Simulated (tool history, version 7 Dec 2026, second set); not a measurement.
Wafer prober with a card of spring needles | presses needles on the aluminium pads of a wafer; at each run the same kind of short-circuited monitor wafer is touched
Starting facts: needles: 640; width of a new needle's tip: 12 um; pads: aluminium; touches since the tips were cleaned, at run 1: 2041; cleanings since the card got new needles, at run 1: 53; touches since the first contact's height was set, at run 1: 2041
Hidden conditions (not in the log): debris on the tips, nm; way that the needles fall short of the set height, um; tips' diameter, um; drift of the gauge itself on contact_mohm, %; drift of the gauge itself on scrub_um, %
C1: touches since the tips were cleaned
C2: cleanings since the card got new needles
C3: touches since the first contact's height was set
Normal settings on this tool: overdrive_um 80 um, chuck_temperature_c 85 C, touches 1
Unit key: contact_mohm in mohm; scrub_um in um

{"run": 1, "hour": 0.0, "overdrive_um": 80, "chuck_temperature_c": 85, "touches": 1, "C1": 2041, "C2": 53, "C3": 2041, "contact_mohm": 186, "scrub_um": 19.39}
{"hour": 13.3, "done": "tips cleaned on abrasive film"}
{"hour": 34.3, "done": "tips cleaned on abrasive film"}
{"hour": 56.3, "done": "tips cleaned on abrasive film"}
{"run": 2, "hour": 62.2, "overdrive_um": 80, "chuck_temperature_c": 85, "touches": 1, "C1": 1550, "C2": 56, "C3": 18392, "contact_mohm": 184, "scrub_um": 19.34}
{"hour": 77.0, "done": "tips cleaned on abrasive film"}
{"run": 3, "hour": 91.4, "overdrive_um": 80, "chuck_temperature_c": 85, "touches": 1, "C1": 3785, "C2": 57, "C3": 26072, "contact_mohm": 194, "scrub_um": 19.25}
{"hour": 99.5, "done": "tips cleaned on abrasive film"}
{"hour": 121.2, "done": "tips cleaned on abrasive film"}
{"hour": 141.6, "done": "tips cleaned on abrasive film"}
{"run": 4, "hour": 147.7, "overdrive_um": 80, "chuck_temperature_c": 85, "touches": 1, "C1": 1614, "C2": 60, "C3": 40880, "contact_mohm": 186, "scrub_um": 19.19}
{"hour": 161.9, "done": "tips cleaned on abrasive film"}
{"run": 5, "hour": 179.4, "overdrive_um": 80, "chuck_temperature_c": 85, "touches": 1, "C1": 4614, "C2": 61, "C3": 49206, "contact_mohm": 194, "scrub_um": 19.17}
{"hour": 183.9, "done": "tips cleaned on abrasive film"}
{"hour": 203.4, "done": "tips cleaned on abrasive film"}
{"run": 6, "hour": 219.2, "overdrive_um": 80, "chuck_temperature_c": 85, "touches": 1, "C1": 4189, "C2": 63, "C3": 59682, "contact_mohm": 195, "scrub_um": 19.13}
{"hour": 223.8, "done": "tips cleaned on abrasive film"}
{"hour": 242.7, "done": "tips cleaned on abrasive film"}
{"run": 7, "hour": 252.1, "overdrive_um": 80, "chuck_temperature_c": 85, "touches": 1, "C1": 2475, "C2": 65, "C3": 68320, "contact_mohm": 190, "scrub_um": 19.04}
{"hour": 261.2, "done": "tips cleaned on abrasive film"}
{"hour": 280.5, "done": "tips cleaned on abrasive film"}
{"run": 8, "hour": 281.4, "overdrive_um": 80, "chuck_temperature_c": 85, "touches": 1, "C1": 248, "C2": 67, "C3": 76012, "contact_mohm": 178, "scrub_um": 19.04}
{"hour": 302.7, "done": "tips cleaned on abrasive film"}
{"hour": 324.8, "done": "tips cleaned on abrasive film"}
{"hour": 329.6, "done": "height of the first contact set anew"}
{"hour": 343.3, "done": "tips cleaned on abrasive film"}
{"run": 9, "hour": 343.3, "overdrive_um": 80, "chuck_temperature_c": 85, "touches": 1, "C1": 0, "C2": 70, "C3": 3613, "contact_mohm": 178, "scrub_um": 19.36}
{"hour": 364.8, "done": "tips cleaned on abrasive film"}
{"hour": 385.0, "done": "tips cleaned on abrasive film"}
{"run": 10, "hour": 393.4, "overdrive_um": 80, "chuck_temperature_c": 85, "touches": 1, "C1": 2226, "C2": 72, "C3": 16790, "contact_mohm": 188, "scrub_um": 19.27}
{"hour": 405.9, "done": "tips cleaned on abrasive film"}
{"run": 11, "hour": 421.7, "overdrive_um": 80, "chuck_temperature_c": 85, "touches": 1, "C1": 4178, "C2": 73, "C3": 24227, "contact_mohm": 195, "scrub_um": 19.27}
{"hour": 426.3, "done": "tips cleaned on abrasive film"}
{"hour": 447.3, "done": "tips cleaned on abrasive film"}
{"hour": 468.1, "done": "tips cleaned on abrasive film"}
{"hour": 486.1, "done": "tips cleaned on abrasive film"}
{"run": 12, "hour": 486.8, "overdrive_um": 80, "chuck_temperature_c": 85, "touches": 1, "C1": 178, "C2": 77, "C3": 41309, "contact_mohm": 179, "scrub_um": 19.17}
{"hour": 507.0, "done": "tips cleaned on abrasive film"}
{"hour": 526.1, "done": "tips cleaned on abrasive film"}
{"run": 13, "hour": 541.7, "overdrive_um": 80, "chuck_temperature_c": 85, "touches": 1, "C1": 4123, "C2": 79, "C3": 55772, "contact_mohm": 196, "scrub_um": 19.16}
{"hour": 544.7, "done": "tips cleaned on abrasive film"}
{"hour": 563.6, "done": "tips cleaned on abrasive film"}
{"hour": 582.5, "done": "tips cleaned on abrasive film"}
{"run": 14, "hour": 595.9, "overdrive_um": 80, "chuck_temperature_c": 85, "touches": 1, "C1": 3534, "C2": 82, "C3": 70004, "contact_mohm": 189, "scrub_um": 19.09}
{"hour": 603.6, "done": "tips cleaned on abrasive film"}
{"hour": 623.4, "done": "tips cleaned on abrasive film"}
{"run": 15, "hour": 635.3, "overdrive_um": 80, "chuck_temperature_c": 85, "touches": 1, "C1": 3126, "C2": 84, "C3": 80349, "contact_mohm": 192, "scrub_um": 19.06}
{"hour": 644.3, "done": "tips cleaned on abrasive film"}
{"hour": 665.3, "done": "tips cleaned on abrasive film"}
{"hour": 669.2, "done": "height of the first contact set anew"}
{"hour": 687.1, "done": "tips cleaned on abrasive film"}
{"run": 16, "hour": 694.6, "overdrive_um": 88, "chuck_temperature_c": 57, "touches": 1, "C1": 1982, "C2": 87, "C3": 6698, "contact_mohm": 179, "scrub_um": 21.27}
{"hour": 708.2, "done": "tips cleaned on abrasive film"}
{"hour": 730.2, "done": "tips cleaned on abrasive film"}
{"run": 17, "hour": 744.5, "overdrive_um": 88, "chuck_temperature_c": 57, "touches": 1, "C1": 3759, "C2": 89, "C3": 19809, "contact_mohm": 187, "scrub_um": 21.25}
{"hour": 749.0, "done": "tips cleaned on abrasive film"}
{"hour": 767.1, "done": "tips cleaned on abrasive film"}
{"hour": 788.4, "done": "tips cleaned on abrasive film"}
{"run": 18, "hour": 801.5, "overdrive_um": 77, "chuck_temperature_c": 82, "touches": 1, "C1": 3471, "C2": 92, "C3": 34793, "contact_mohm": 195, "scrub_um": 18.51}
{"hour": 809.0, "done": "tips cleaned on abrasive film"}
{"hour": 830.1, "done": "tips cleaned on abrasive film"}
{"run": 19, "hour": 838.4, "overdrive_um": 80, "chuck_temperature_c": 62, "touches": 2, "C1": 2207, "C2": 94, "C3": 44499, "contact_mohm": 179, "scrub_um": 19.18}
{"hour": 849.4, "done": "tips cleaned on abrasive film"}
{"hour": 869.8, "done": "tips cleaned on abrasive film"}
{"hour": 889.7, "done": "tips cleaned on abrasive film"}
{"run": 20, "hour": 900.5, "overdrive_um": 80, "chuck_temperature_c": 62, "touches": 2, "C1": 2865, "C2": 97, "C3": 60814, "contact_mohm": 181, "scrub_um": 19.11}
{"hour": 911.0, "done": "tips cleaned on abrasive film"}
{"hour": 931.4, "done": "tips cleaned on abrasive film"}
{"hour": 952.6, "done": "tips cleaned on abrasive film"}
{"run": 21, "hour": 952.6, "overdrive_um": 80, "chuck_temperature_c": 62, "touches": 2, "C1": 0, "C2": 100, "C3": 74508, "contact_mohm": 171, "scrub_um": 19.04}
{"hour": 972.5, "done": "tips cleaned on abrasive film"}
{"run": 22, "hour": 986.0, "overdrive_um": 70, "chuck_temperature_c": 56, "touches": 1, "C1": 3569, "C2": 101, "C3": 83291, "contact_mohm": 197, "scrub_um": 16.58}
{"hour": 993.4, "done": "tips cleaned on abrasive film"}
{"hour": 1006.9, "done": "height of the first contact set anew"}
{"hour": 1015.9, "done": "tips cleaned on abrasive film"}
{"run": 23, "hour": 1025.7, "overdrive_um": 70, "chuck_temperature_c": 56, "touches": 1, "C1": 2594, "C2": 103, "C3": 4960, "contact_mohm": 191, "scrub_um": 16.95}
{"hour": 1034.7, "done": "tips cleaned on abrasive film"}
{"hour": 1054.0, "done": "tips cleaned on abrasive film"}
{"run": 24, "hour": 1056.2, "overdrive_um": 61, "chuck_temperature_c": 77, "touches": 1, "C1": 570, "C2": 105, "C3": 12944, "contact_mohm": 183, "scrub_um": 14.74}
{"hour": 1073.5, "done": "tips cleaned on abrasive film"}
{"hour": 1092.8, "done": "tips cleaned on abrasive film"}
{"run": 25, "hour": 1103.0, "overdrive_um": 99, "chuck_temperature_c": 71, "touches": 1, "C1": 2705, "C2": 107, "C3": 25261, "contact_mohm": 184, "scrub_um": 23.9}
{"hour": 1114.9, "done": "tips cleaned on abrasive film"}
{"hour": 1135.6, "done": "tips cleaned on abrasive film"}
{"hour": 1157.6, "done": "tips cleaned on abrasive film"}
{"run": 26, "hour": 1161.5, "overdrive_um": 99, "chuck_temperature_c": 71, "touches": 1, "C1": 1012, "C2": 110, "C3": 40628, "contact_mohm": 178, "scrub_um": 23.8}
{"hour": 1178.0, "done": "tips cleaned on abrasive film"}
{"hour": 1200.5, "done": "tips cleaned on abrasive film"}
{"run": 27, "hour": 1214.8, "overdrive_um": 80, "chuck_temperature_c": 91, "touches": 1, "C1": 3773, "C2": 112, "C3": 54651, "contact_mohm": 196, "scrub_um": 19.12}
{"hour": 1218.6, "done": "tips cleaned on abrasive film"}
{"hour": 1239.4, "done": "tips cleaned on abrasive film"}
{"run": 28, "hour": 1245.7, "overdrive_um": 80, "chuck_temperature_c": 91, "touches": 1, "C1": 1670, "C2": 114, "C3": 62766, "contact_mohm": 187, "scrub_um": 19.05}
{"hour": 1257.9, "done": "tips cleaned on abrasive film"}
{"hour": 1280.1, "done": "tips cleaned on abrasive film"}
{"hour": 1298.6, "done": "tips cleaned on abrasive film"}
{"run": 29, "hour": 1299.5, "overdrive_um": 85, "chuck_temperature_c": 124, "touches": 1, "C1": 248, "C2": 117, "C3": 76913, "contact_mohm": 184, "scrub_um": 20.26}
{"hour": 1320.4, "done": "tips cleaned on abrasive film"}
{"hour": 1340.7, "done": "tips cleaned on abrasive film"}
{"hour": 1345.4, "done": "height of the first contact set anew"}
{"run": 30, "hour": 1351.6, "overdrive_um": 80, "chuck_temperature_c": 60, "touches": 2, "C1": 2817, "C2": 119, "C3": 1633, "contact_mohm": 179, "scrub_um": 19.37}

3 options for the next run, each taken on its own from the tool as it stands now. Forecast them:
{"hour": 1360.7, "done": "tips cleaned on abrasive film"}
{"hour": 1380.0, "done": "tips cleaned on abrasive film"}
{"hour": 1402.4, "done": "tips cleaned on abrasive film"}
{"run": "A", "hour": 1411.4, "overdrive_um": 80, "chuck_temperature_c": 85, "touches": 2, "C1": 2391, "C2": 122, "C3": 17354, "contact_mohm": "?", "scrub_um": "?"}
{"hour": 1360.7, "done": "tips cleaned on abrasive film"}
{"hour": 1380.0, "done": "tips cleaned on abrasive film"}
{"hour": 1402.4, "done": "tips cleaned on abrasive film"}
{"run": "B", "hour": 1411.4, "overdrive_um": 80, "chuck_temperature_c": 85, "touches": 3, "C1": 2391, "C2": 122, "C3": 17354, "contact_mohm": "?", "scrub_um": "?"}
{"hour": 1360.7, "done": "tips cleaned on abrasive film"}
{"hour": 1380.0, "done": "tips cleaned on abrasive film"}
{"hour": 1402.4, "done": "tips cleaned on abrasive film"}
{"run": "C", "hour": 1411.4, "overdrive_um": 80, "chuck_temperature_c": 85, "touches": 2, "C1": 2391, "C2": 122, "C3": 17354, "contact_mohm": "?", "scrub_um": "?"}

run=A contact_mohm=186 scrub_um=19.32
run=B contact_mohm=183 scrub_um=19.29
run=C contact_mohm=189 scrub_um=19.34
Without the tool's hidden state the same runs would have given:
run=A contact_mohm=179 scrub_um=19.4
run=B contact_mohm=178 scrub_um=19.37
run=C contact_mohm=181 scrub_um=19.43
